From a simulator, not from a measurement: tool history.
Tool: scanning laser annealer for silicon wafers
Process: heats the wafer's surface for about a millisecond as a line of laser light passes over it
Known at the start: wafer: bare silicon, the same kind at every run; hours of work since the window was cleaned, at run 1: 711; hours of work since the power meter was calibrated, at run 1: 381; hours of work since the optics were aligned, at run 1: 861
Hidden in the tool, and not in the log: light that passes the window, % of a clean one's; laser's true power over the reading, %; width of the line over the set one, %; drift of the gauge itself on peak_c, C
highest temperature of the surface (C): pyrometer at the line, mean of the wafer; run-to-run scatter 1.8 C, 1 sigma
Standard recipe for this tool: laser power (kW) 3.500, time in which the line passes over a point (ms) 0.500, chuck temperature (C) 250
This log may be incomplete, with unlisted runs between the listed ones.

| run | hour | laser power (kW) | time in which the line passes over a point (ms) | chuck temperature (C) | hours of work since the window was cleaned | hours of work since the power meter was calibrated | hours of work since the optics were aligned | highest temperature of the surface (C) |
|---|---|---|---|---|---|---|---|---|
| 1 | 0.0 | 3.500 | 0.500 | 250 | 711 | 381 | 861 | 923 |
| 2 | 11.0 | 3.500 | 0.500 | 250 | 717 | 387 | 867 | 923 |
| 3 | 27.7 | 3.500 | 0.500 | 250 | 727 | 396 | 877 | 916 |
|  | 37.9 | window over the wafer cleaned |
| 4 | 42.3 | 3.500 | 0.373 | 250 | 2 | 403 | 884 | 857 |
| 5 | 58.5 | 3.500 | 0.500 | 259 | 11 | 412 | 892 | 964 |
| 6 | 76.6 | 3.500 | 0.526 | 259 | 21 | 422 | 902 | 986 |
| 7 | 87.8 | 3.500 | 0.500 | 250 | 28 | 428 | 909 | 955 |
| 8 | 106.0 | 3.500 | 0.500 | 250 | 38 | 438 | 919 | 950 |
| 9 | 115.7 | 3.500 | 0.422 | 250 | 43 | 444 | 924 | 896 |
| 10 | 133.5 | 3.500 | 0.500 | 250 | 53 | 454 | 934 | 953 |
| 11 | 149.4 | 3.500 | 0.394 | 250 | 61 | 462 | 943 | 871 |
| 12 | 159.4 | 3.500 | 0.394 | 250 | 67 | 468 | 948 | 873 |
| 13 | 169.7 | 3.500 | 0.394 | 250 | 73 | 473 | 954 | 871 |
| 14 | 186.6 | 3.500 | 0.500 | 250 | 82 | 483 | 963 | 953 |
| 15 | 195.9 | 3.500 | 0.500 | 250 | 87 | 488 | 968 | 949 |
| 16 | 211.1 | 3.500 | 0.500 | 247 | 95 | 496 | 977 | 948 |
| 17 | 225.7 | 3.500 | 0.500 | 250 | 104 | 504 | 985 | 951 |
| 18 | 241.5 | 3.500 | 0.533 | 250 | 112 | 513 | 993 | 975 |
| 19 | 261.5 | 3.500 | 0.533 | 250 | 123 | 524 | 1004 | 973 |
| 20 | 278.0 | 3.500 | 0.533 | 250 | 132 | 533 | 1013 | 974 |
| 21 | 289.4 | 3.500 | 0.533 | 250 | 139 | 539 | 1020 | 970 |
| 22 | 300.2 | 3.756 | 0.391 | 283 | 145 | 545 | 1026 | 955 |
| 23 | 316.5 | 3.500 | 0.421 | 250 | 154 | 554 | 1035 | 890 |
| 24 | 329.9 | 3.100 | 0.527 | 288 | 161 | 562 | 1042 | 905 |
| 25 | 343.8 | 3.555 | 0.552 | 262 | 169 | 569 | 1050 | 1009 |
| 26 | 362.6 | 3.555 | 0.552 | 262 | 179 | 580 | 1060 | 1011 |
| 27 | 379.1 | 3.555 | 0.587 | 211 | 188 | 589 | 1069 | 984 |
| 28 | 390.5 | 3.555 | 0.587 | 211 | 194 | 595 | 1075 | 982 |
| 29 | 405.3 | 3.719 | 0.587 | 264 | 202 | 603 | 1084 | 1077 |
| 30 | 415.9 | 3.719 | 0.587 | 264 | 208 | 609 | 1089 | 1080 |
| 31 | 430.4 | 3.719 | 0.587 | 264 | 216 | 617 | 1097 | 1077 |
| 32 | 441.6 | 3.500 | 0.570 | 243 | 223 | 623 | 1104 | 987 |
| 33 | 462.0 | 3.500 | 0.570 | 243 | 234 | 635 | 1115 | 989 |
| 34 | 473.5 | 3.089 | 0.436 | 288 | 240 | 641 | 1121 | 840 |
| 35 | 485.8 | 3.500 | 0.357 | 273 | 247 | 648 | 1128 | 854 |
| 36 | 498.5 | 3.260 | 0.500 | 250 | 254 | 655 | 1135 | 883 |
| 37 | 507.8 | 3.260 | 0.500 | 250 | 259 | 660 | 1140 | 887 |
| 38 | 522.1 | 3.538 | 0.456 | 250 | 267 | 668 | 1148 | 919 |
| 39 | 540.0 | 3.763 | 0.474 | 230 | 277 | 678 | 1158 | 963 |
| 40 | 552.2 | 3.834 | 0.567 | 250 | 283 | 684 | 1165 | 1072 |
| 41 | 562.3 | 3.144 | 0.350 | 235 | 289 | 690 | 1170 | 738 |
| 42 | 571.3 | 3.376 | 0.573 | 231 | 294 | 695 | 1175 | 935 |

A few steps of highest temperature of the surface (C) between consecutive runs. Split each: what settings, incoming material and random variation would produce without the hidden state, and what is left over for the hidden state, along with gauge scatter present in only one of the two compared results (measured, and without hidden state):
Run 3 -> 4: time in which the line passes over a point (ms) 0.500 -> 0.373, window over the wafer cleaned. highest temperature of the surface (C) -59: hidden state +40, all else -99.
Run 33 -> 34: laser power (kW) 3.500 -> 3.089, time in which the line passes over a point (ms) 0.570 -> 0.436, chuck temperature (C) 243 -> 288. highest temperature of the surface (C) -149: hidden state +8, all else -157.
Run 40 -> 41: laser power (kW) 3.834 -> 3.144, time in which the line passes over a point (ms) 0.567 -> 0.350, chuck temperature (C) 250 -> 235. highest temperature of the surface (C) -334: hidden state +16, all else -350.
Run 41 -> 42: laser power (kW) 3.144 -> 3.376, time in which the line passes over a point (ms) 0.350 -> 0.573, chuck temperature (C) 235 -> 231. highest temperature of the surface (C) +197: hidden state -11, all else +208.
